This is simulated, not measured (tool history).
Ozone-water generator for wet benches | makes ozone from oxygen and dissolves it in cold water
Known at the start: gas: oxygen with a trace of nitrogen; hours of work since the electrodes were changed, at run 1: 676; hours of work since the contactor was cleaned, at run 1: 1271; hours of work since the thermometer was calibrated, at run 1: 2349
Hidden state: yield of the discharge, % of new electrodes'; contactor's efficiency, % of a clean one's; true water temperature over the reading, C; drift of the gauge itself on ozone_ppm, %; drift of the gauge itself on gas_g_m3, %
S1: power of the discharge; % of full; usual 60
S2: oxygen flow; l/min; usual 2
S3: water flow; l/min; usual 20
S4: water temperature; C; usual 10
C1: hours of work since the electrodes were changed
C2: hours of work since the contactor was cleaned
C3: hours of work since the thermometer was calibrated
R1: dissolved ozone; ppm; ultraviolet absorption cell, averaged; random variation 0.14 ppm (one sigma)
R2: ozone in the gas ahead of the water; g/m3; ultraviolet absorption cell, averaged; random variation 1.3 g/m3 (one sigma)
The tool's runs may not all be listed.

run	hour	S1	S2	S3	S4	C1	C2	C3	R1	R2
1	0.0	60	2	20	10	676	1271	2349	16.7	249.7
2	21.2	60	2	20	10	692	1287	2366	16.7	250.4
3	56.5	60	2	20	10	719	1314	2393	17.0	251.2
4	89.5	60	2	20	10	745	1340	2418	16.8	251.5
5	122.4	60	2	20	10	770	1365	2443	16.7	252.3
6	153.3	60	2	20	10	794	1389	2467	16.6	252.1
7	186.3	60	2	20	10	819	1414	2493	16.6	252.0
8	210.1	60	2	20	10	838	1433	2511	16.8	252.0
9	230.8	60	2	20	8	853	1448	2527	16.8	250.8
10	247.9	60	2	30	8	867	1462	2540	10.6	250.6
11	267.5	60	2	30	8	882	1477	2555	10.7	251.6
12	292.2	60	2	30	8	901	1496	2574	10.7	253.4

Forecast run 13:
13	323.1	60	2	30	8	924	1519	2598	?	?

Run 13 gave R1 10.7 ppm, R2 252.5 g/m3.
Without the tool's hidden state the same run would have given R1 10.7 ppm, R2 249.2 g/m3.
